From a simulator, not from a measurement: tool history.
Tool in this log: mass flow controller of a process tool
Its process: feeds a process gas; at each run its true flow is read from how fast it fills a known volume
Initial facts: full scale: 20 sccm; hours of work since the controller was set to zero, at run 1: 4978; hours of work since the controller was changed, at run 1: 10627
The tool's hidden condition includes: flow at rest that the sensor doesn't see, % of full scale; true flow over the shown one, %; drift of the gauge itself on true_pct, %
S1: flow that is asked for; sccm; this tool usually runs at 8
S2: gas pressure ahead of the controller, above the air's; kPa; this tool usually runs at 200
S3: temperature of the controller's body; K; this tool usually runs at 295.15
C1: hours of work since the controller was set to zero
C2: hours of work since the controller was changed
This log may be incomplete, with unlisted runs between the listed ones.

{"run": 1, "hour": 0.0, "S1": 8, "S2": 200, "S3": 295.15, "C1": 4978, "C2": 10627, "true flow (%)": 98.7}
{"run": 2, "hour": 246.7, "S1": 8, "S2": 200, "S3": 295.15, "C1": 5159, "C2": 10809, "true flow (%)": 98.74}
{"hour": 422.2, "done": "controller's zero set anew"}
{"run": 3, "hour": 500.5, "S1": 8, "S2": 200, "S3": 295.15, "C1": 58, "C2": 10995, "true flow (%)": 98.55}
{"run": 4, "hour": 680.9, "S1": 8, "S2": 200, "S3": 295.15, "C1": 190, "C2": 11128, "true flow (%)": 98.69}
{"run": 5, "hour": 1003.5, "S1": 4, "S2": 200, "S3": 295.15, "C1": 428, "C2": 11365, "true flow (%)": 98.11}
{"run": 6, "hour": 1209.8, "S1": 4, "S2": 200, "S3": 295.15, "C1": 580, "C2": 11517, "true flow (%)": 98.15}
{"run": 7, "hour": 1517.5, "S1": 5, "S2": 200, "S3": 295.15, "C1": 806, "C2": 11744, "true flow (%)": 98.35}
{"run": 8, "hour": 1777.9, "S1": 5, "S2": 200, "S3": 295.15, "C1": 998, "C2": 11935, "true flow (%)": 98.4}
{"run": 9, "hour": 1950.6, "S1": 5, "S2": 200, "S3": 295.15, "C1": 1125, "C2": 12062, "true flow (%)": 98.3}
{"run": 10, "hour": 2167.7, "S1": 7, "S2": 200, "S3": 295.15, "C1": 1284, "C2": 12222, "true flow (%)": 98.51}
{"run": 11, "hour": 2395.6, "S1": 7, "S2": 200, "S3": 295.15, "C1": 1452, "C2": 12390, "true flow (%)": 98.51}
{"run": 12, "hour": 2576.9, "S1": 4, "S2": 200, "S3": 305.15, "C1": 1586, "C2": 12523, "true flow (%)": 97.53}
{"run": 13, "hour": 2919.4, "S1": 19, "S2": 279, "S3": 295.15, "C1": 1838, "C2": 12775, "true flow (%)": 100.14}
{"run": 14, "hour": 3201.7, "S1": 3, "S2": 200, "S3": 295.15, "C1": 2045, "C2": 12983, "true flow (%)": 97.9}
{"run": 15, "hour": 3386.4, "S1": 3, "S2": 200, "S3": 295.15, "C1": 2181, "C2": 13119, "true flow (%)": 97.98}
{"run": 16, "hour": 3708.3, "S1": 14, "S2": 200, "S3": 295.15, "C1": 2418, "C2": 13356, "true flow (%)": 99.35}
{"run": 17, "hour": 3936.1, "S1": 14, "S2": 200, "S3": 295.15, "C1": 2586, "C2": 13523, "true flow (%)": 99.42}
{"run": 18, "hour": 4192.6, "S1": 14, "S2": 200, "S3": 295.15, "C1": 2774, "C2": 13712, "true flow (%)": 99.41}
{"hour": 4216.7, "done": "controller exchanged for a calibrated one"}
{"run": 19, "hour": 4557.2, "S1": 14, "S2": 200, "S3": 295.15, "C1": 251, "C2": 251, "true flow (%)": 99.35}
{"run": 20, "hour": 4814.8, "S1": 3, "S2": 200, "S3": 298.15, "C1": 440, "C2": 440, "true flow (%)": 97.71}

What if the next run were any one of these 3? Each begins from the tool's condition after run 20:
{"run": "A", "hour": 5037.8, "S1": 3, "S2": 200, "S3": 309.15, "C1": 604, "C2": 604, "true flow (%)": "?"}
{"run": "B", "hour": 5037.8, "S1": 6, "S2": 200, "S3": 298.15, "C1": 604, "C2": 604, "true flow (%)": "?"}
{"run": "C", "hour": 5037.8, "S1": 4, "S2": 200, "S3": 295.15, "C1": 604, "C2": 604, "true flow (%)": "?"}

run=A true_flow_(%)=97.06
run=B true_flow_(%)=98.14
run=C true_flow_(%)=98.19
Stripped of hidden state, with their random variation kept, the same runs would have yielded:
run=A true_flow_(%)=97.07
run=B true_flow_(%)=98.14
run=C true_flow_(%)=98.19
